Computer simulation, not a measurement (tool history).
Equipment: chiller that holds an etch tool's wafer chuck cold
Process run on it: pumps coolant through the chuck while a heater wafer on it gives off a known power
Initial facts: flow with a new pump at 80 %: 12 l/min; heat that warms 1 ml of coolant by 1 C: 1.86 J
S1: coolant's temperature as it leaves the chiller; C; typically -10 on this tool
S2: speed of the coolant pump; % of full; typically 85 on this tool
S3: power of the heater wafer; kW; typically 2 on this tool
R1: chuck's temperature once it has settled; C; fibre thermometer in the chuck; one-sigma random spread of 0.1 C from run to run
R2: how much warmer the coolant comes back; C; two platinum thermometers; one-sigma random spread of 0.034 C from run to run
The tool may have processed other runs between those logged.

run 1 hour=0 | S1=-10 S2=85 S3=2 | R1=4.2 R2=5.12
run 2 hour=115.1 | S1=-10 S2=85 S3=2 | R1=4.3 R2=5.12
run 3 hour=296.6 | S1=-10 S2=85 S3=2 | R1=4.5 R2=5.15
run 4 hour=456.3 | S1=-10 S2=85 S3=2 | R1=4.5 R2=5.16
run 5 hour=584.2 | S1=-10 S2=85 S3=2 | R1=4.5 R2=5.16
run 6 hour=667.7 | S1=-10 S2=85 S3=2 | R1=4.7 R2=5.15
run 7 hour=782.1 | S1=-10 S2=85 S3=2 | R1=4.8 R2=5.18
run 8 hour=961.6 | S1=-10 S2=85 S3=2 | R1=4.9 R2=5.18
run 9 hour=1150.9 | S1=-10 S2=85 S3=1.083 | R1=-1.7 R2=2.84
run 10 hour=1301.5 | S1=-10 S2=85 S3=1.083 | R1=-1.9 R2=2.86
run 11 hour=1415.7 | S1=-10 S2=85 S3=1.083 | R1=-1.6 R2=2.77
run 12 hour=1500.4 | S1=-10 S2=85 S3=1.083 | R1=-1.6 R2=2.83
run 13 hour=1603.9 | S1=-10 S2=85 S3=1.083 | R1=-1.8 R2=2.83
-- hour=1718.2 coolant changed, channels flushed
run 14 hour=1743 | S1=-10 S2=85 S3=1.083 | R1=-2.8 R2=2.89
run 15 hour=1850.7 | S1=-10 S2=85 S3=1.561 | R1=0.3 R2=4.15
-- hour=1935.4 chiller's thermometer calibrated
run 16 hour=2042.9 | S1=-10 S2=68 S3=1.561 | R1=2 R2=5.16
run 17 hour=2199.3 | S1=-10 S2=68 S3=1.561 | R1=2.1 R2=5.12
run 18 hour=2340.6 | S1=-10 S2=75 S3=1.162 | R1=-1.5 R2=3.5
run 19 hour=2476.2 | S1=-10 S2=75 S3=1.162 | R1=-1.3 R2=3.56
run 20 hour=2555.2 | S1=-10 S2=75 S3=1.162 | R1=-1.4 R2=3.49
run 21 hour=2643.3 | S1=-11 S2=94 S3=2.5 | R1=4.4 R2=6.03
run 22 hour=2758 | S1=-11 S2=94 S3=2.5 | R1=4.8 R2=6.12
run 23 hour=2953.4 | S1=-11 S2=72 S3=2.5 | R1=8.2 R2=7.88
run 24 hour=3065.5 | S1=-11 S2=66 S3=1.15 | R1=-1.5 R2=4.01
run 25 hour=3259.2 | S1=-11 S2=66 S3=1.15 | R1=-1.5 R2=4.04
run 26 hour=3442.1 | S1=-18 S2=85 S3=1 | R1=-11.1 R2=2.73
run 27 hour=3524.6 | S1=-19 S2=85 S3=1.086 | R1=-11.4 R2=2.97
run 28 hour=3697.9 | S1=-19 S2=85 S3=1.086 | R1=-11.6 R2=3.05
run 29 hour=3830 | S1=-19 S2=85 S3=1.086 | R1=-11.3 R2=2.98
run 30 hour=3925 | S1=-19 S2=85 S3=1.086 | R1=-11.2 R2=3.07
run 31 hour=4078.7 | S1=-10 S2=85 S3=2.721 | R1=9.4 R2=7.48
run 32 hour=4262.2 | S1=-10 S2=85 S3=2.721 | R1=9.5 R2=7.57

Forecast each of these 3 alternatives for the next run:
run A hour=4452.3 | S1=-10 S2=87 S3=1.431 | R1=? R2=?
run B hour=4452.3 | S1=-10 S2=70 S3=2.721 | R1=? R2=?
run C hour=4452.3 | S1=-11 S2=85 S3=1.076 | R1=? R2=?

run=A R1=0.3 R2=3.88
run=B R1=12.8 R2=9.16
run=C R1=-3.3 R2=3.03
With no hidden state in the tool, these same runs would have given:
run=A R1=-1.1 R2=3.52
run=B R1=9.8 R2=8.3
run=C R1=-4.4 R2=2.75
